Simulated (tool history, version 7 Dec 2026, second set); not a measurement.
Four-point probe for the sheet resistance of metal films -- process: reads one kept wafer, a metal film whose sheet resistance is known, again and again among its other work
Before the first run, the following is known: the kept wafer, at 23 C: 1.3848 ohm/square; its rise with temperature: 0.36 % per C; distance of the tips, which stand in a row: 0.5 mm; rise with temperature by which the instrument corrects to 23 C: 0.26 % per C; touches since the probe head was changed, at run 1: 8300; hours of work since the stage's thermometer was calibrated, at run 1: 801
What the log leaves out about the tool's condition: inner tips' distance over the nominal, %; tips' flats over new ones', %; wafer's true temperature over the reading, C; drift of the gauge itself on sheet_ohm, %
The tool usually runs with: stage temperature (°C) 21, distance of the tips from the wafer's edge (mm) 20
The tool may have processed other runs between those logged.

| run | hour | stage temperature (°C) | distance of the tips from the wafer's edge (mm) | touches since the probe head was changed | hours of work since the stage's thermometer was calibrated | sheet resistance as the instrument gives it (ohm/square) |
|---|---|---|---|---|---|---|
| 1 | 0 | 21 | 20 | 8300 | 801 | 1.384639 |
| 2 | 8.2 | 21 | 20 | 8400 | 805 | 1.384032 |
| 3 | 15.9 | 21 | 20 | 8494 | 808 | 1.383386 |
| 4 | 25 | 21 | 20 | 8605 | 811 | 1.3842 |
| 5 | 34.6 | 21 | 20 | 8722 | 815 | 1.384213 |
| 6 | 47.8 | 21 | 63 | 8883 | 821 | 1.383773 |
| 7 | 57.1 | 33 | 63 | 8997 | 824 | 1.40112 |
| 8 | 68.6 | 21 | 14 | 9137 | 829 | 1.384662 |
| 9 | 85.5 | 21 | 4 | 9344 | 836 | 1.395672 |
| 10 | 92.5 | 21 | 4 | 9429 | 839 | 1.395225 |
| 11 | 105 | 21 | 4 | 9582 | 844 | 1.395416 |
| 12 | 112.8 | 21 | 4 | 9677 | 847 | 1.394762 |
| 13 | 128.3 | 21 | 4 | 9866 | 853 | 1.395209 |
| 14 | 140.9 | 21 | 4 | 10020 | 858 | 1.395347 |
| 15 | 151.7 | 21 | 4 | 10152 | 862 | 1.395498 |
| 16 | 167.6 | 31 | 20 | 10346 | 869 | 1.398707 |
| 17 | 175.9 | 21 | 20 | 10448 | 872 | 1.384394 |
| 18 | 186.7 | 21 | 20 | 10579 | 876 | 1.384738 |
| 19 | 203.2 | 21 | 20 | 10781 | 883 | 1.384234 |
| 20 | 211.2 | 21 | 20 | 10878 | 886 | 1.383924 |
| 21 | 223.7 | 21 | 20 | 11031 | 891 | 1.384373 |
| 22 | 232.2 | 21 | 8 | 11135 | 895 | 1.3865 |
| 23 | 248.2 | 21 | 23 | 11331 | 901 | 1.384509 |
| 24 | 259.8 | 22 | 31 | 11472 | 906 | 1.385596 |
|  | 261.8 | stage's thermometer calibrated |
| 25 | 269.5 | 32 | 4 | 11584 | 3 | 1.412081 |
| 26 | 280.9 | 33 | 61 | 11724 | 8 | 1.401631 |
| 27 | 295.3 | 30 | 22 | 11899 | 13 | 1.397549 |
|  | 306.2 | stage's thermometer calibrated, once more |
| 28 | 310.6 | 30 | 22 | 12080 | 2 | 1.396147 |
| 29 | 326.1 | 19 | 3 | 12270 | 8 | 1.400685 |
| 30 | 334.9 | 19 | 3 | 12377 | 12 | 1.400677 |
| 31 | 345.3 | 21 | 27 | 12504 | 16 | 1.383782 |
| 32 | 361.3 | 20 | 18 | 12699 | 22 | 1.382288 |
| 33 | 373.2 | 19 | 20 | 12844 | 27 | 1.380123 |
| 34 | 388.3 | 27 | 10 | 13028 | 33 | 1.394076 |
| 35 | 396.3 | 30 | 31 | 13127 | 36 | 1.396176 |
| 36 | 411.3 | 30 | 31 | 13310 | 42 | 1.396087 |
| 37 | 419.3 | 30 | 31 | 13407 | 46 | 1.396181 |
| 38 | 433.4 | 22 | 16 | 13579 | 51 | 1.385425 |
| 39 | 447.8 | 22 | 16 | 13755 | 57 | 1.385608 |
| 40 | 458.4 | 33 | 44 | 13884 | 61 | 1.400636 |
| 41 | 474.5 | 34 | 31 | 14081 | 68 | 1.401481 |
| 42 | 491.1 | 28 | 31 | 14284 | 74 | 1.393436 |
| 43 | 506.4 | 24 | 30 | 14470 | 81 | 1.388661 |
| 44 | 523.2 | 26 | 35 | 14675 | 87 | 1.390959 |

Each row is a separate what-if for the run after 44, all from the same tool condition, not one after another. Results?
| A | 539.8 | 28 | 33 | 14879 | 94 | ? |
| B | 539.8 | 31 | 8 | 14879 | 94 | ? |
| C | 539.8 | 24 | 35 | 14879 | 94 | ? |

| run | sheet resistance as the instrument gives it (ohm/square) |
|---|---|
| A | 1.393561 |
| B | 1.400786 |
| C | 1.38828 |
The same runs, with their run-to-run variation unchanged, on a tool lacking any hidden condition would have given:
| run | sheet resistance as the instrument gives it (ohm/square) |
|---|---|
| A | 1.392061 |
| B | 1.399284 |
| C | 1.386779 |

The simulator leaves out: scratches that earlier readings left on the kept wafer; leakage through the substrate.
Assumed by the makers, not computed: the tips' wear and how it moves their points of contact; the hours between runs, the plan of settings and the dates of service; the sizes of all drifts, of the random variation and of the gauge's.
